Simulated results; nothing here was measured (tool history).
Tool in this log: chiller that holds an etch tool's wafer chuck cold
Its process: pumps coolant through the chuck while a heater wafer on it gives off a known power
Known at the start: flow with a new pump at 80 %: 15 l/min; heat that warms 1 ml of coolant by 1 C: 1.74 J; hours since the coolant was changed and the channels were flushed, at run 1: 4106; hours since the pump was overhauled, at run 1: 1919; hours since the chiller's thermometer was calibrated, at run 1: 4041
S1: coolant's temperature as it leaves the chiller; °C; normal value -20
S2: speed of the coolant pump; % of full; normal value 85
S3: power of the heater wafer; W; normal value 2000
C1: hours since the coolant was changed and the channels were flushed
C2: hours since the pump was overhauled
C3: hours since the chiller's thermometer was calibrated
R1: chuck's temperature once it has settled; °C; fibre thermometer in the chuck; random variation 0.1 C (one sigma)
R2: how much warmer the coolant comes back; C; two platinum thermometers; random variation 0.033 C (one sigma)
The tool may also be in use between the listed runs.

Run 1, day 0.000: usual settings; C1 4106; C2 1919; C3 4041. Result: R1 -6.6 °C, R2 4.28 C.
Run 2, day 1.883: usual settings; C1 4151; C2 1964; C3 4087. Result: R1 -6.7 °C, R2 4.31 C.
Run 3, day 3.762: usual settings but S1 -27 °C; C1 4196; C2 2009; C3 4132. Result: R1 -13.5 °C, R2 4.32 C.
Run 4, day 4.775: usual settings but S1 -27 °C; C1 4220; C2 2033; C3 4156. Result: R1 -13.7 °C, R2 4.28 C.
Run 5, day 5.933: usual settings but S1 -27 °C; C1 4248; C2 2061; C3 4184. Result: R1 -13.5 °C, R2 4.35 C.
Run 6, day 7.046: usual settings but S1 -27 °C; C1 4275; C2 2088; C3 4210. Result: R1 -13.7 °C, R2 4.29 C.
Run 7, day 7.992: usual settings but S2 97 % of full; C1 4298; C2 2111; C3 4233. Result: R1 -8.2 °C, R2 3.77 C.
Run 8, day 10.067: usual settings but S2 97 % of full; C1 4347; C2 2160; C3 4283. Result: R1 -8.3 °C, R2 3.75 C.
Run 9, day 11.083: usual settings but S2 97 % of full; C1 4372; C2 2185; C3 4307. Result: R1 -8.2 °C, R2 3.79 C.
Run 10, day 12.154: usual settings but S1 -16 °C, S3 1044 W; C1 4397; C2 2210; C3 4333. Result: R1 -9.1 °C, R2 2.27 C.
Run 11, day 14.121: usual settings but S1 -16 °C, S3 2894 W; C1 4445; C2 2258; C3 4380. Result: R1 3.3 °C, R2 6.28 C.
Run 12, day 15.167: usual settings but S1 -16 °C, S3 2894 W; C1 4470; C2 2283; C3 4405. Result: R1 3.5 °C, R2 6.19 C.
Run 13, day 16.271: usual settings but S1 -16 °C, S3 2894 W; C1 4496; C2 2309; C3 4432. Result: R1 3.3 °C, R2 6.27 C.
Run 14, day 17.446: usual settings but S1 -16 °C, S3 2894 W; C1 4524; C2 2337; C3 4460. Result: R1 3.4 °C, R2 6.24 C.
Run 15, day 18.471: usual settings but S1 -22 °C, S2 63 % of full, S3 1770 W; C1 4549; C2 2362; C3 4485. Result: R1 -6.1 °C, R2 5.24 C.
Run 16, day 19.454: usual settings but S1 -14 °C, S2 71 % of full, S3 1868 W; C1 4573; C2 2386; C3 4508. Result: R1 0.9 °C, R2 4.93 C.
Run 17, day 20.550: usual settings but S1 -26 °C, S2 94 % of full, S3 1457 W; C1 4599; C2 2412; C3 4534. Result: R1 -17.1 °C, R2 2.87 C.
Run 18, day 22.621: usual settings but S1 -26 °C, S2 94 % of full, S3 1457 W; C1 4649; C2 2462; C3 4584. Result: R1 -17.1 °C, R2 2.82 C.

What if the next run were any one of these 4? Each begins from the tool's condition after run 18:
Run A, day 23.658: usual settings but S2 86 % of full; C1 4674; C2 2487; C3 4609. Result: R1 ?, R2 ?.
Run B, day 23.658: usual settings but S1 -15 °C, S2 70 % of full, S3 1364 W; C1 4674; C2 2487; C3 4609. Result: R1 ?, R2 ?.
Run C, day 23.658: usual settings but S1 -17 °C, S2 79 % of full; C1 4674; C2 2487; C3 4609. Result: R1 ?, R2 ?.
Run D, day 23.658: usual settings but S1 -14 °C, S2 72 % of full, S3 1307 W; C1 4674; C2 2487; C3 4609. Result: R1 ?, R2 ?.

run    R1    R2
  A  -6.8  4.24
  B  -4.1  3.63
  C  -2.6  4.67
  D  -3.8  3.40
What these runs would have given with no unlogged condition in the tool:
run    R1    R2
  A  -6.9  4.24
  B  -4.1  3.63
  C  -2.6  4.67
  D  -3.8  3.40
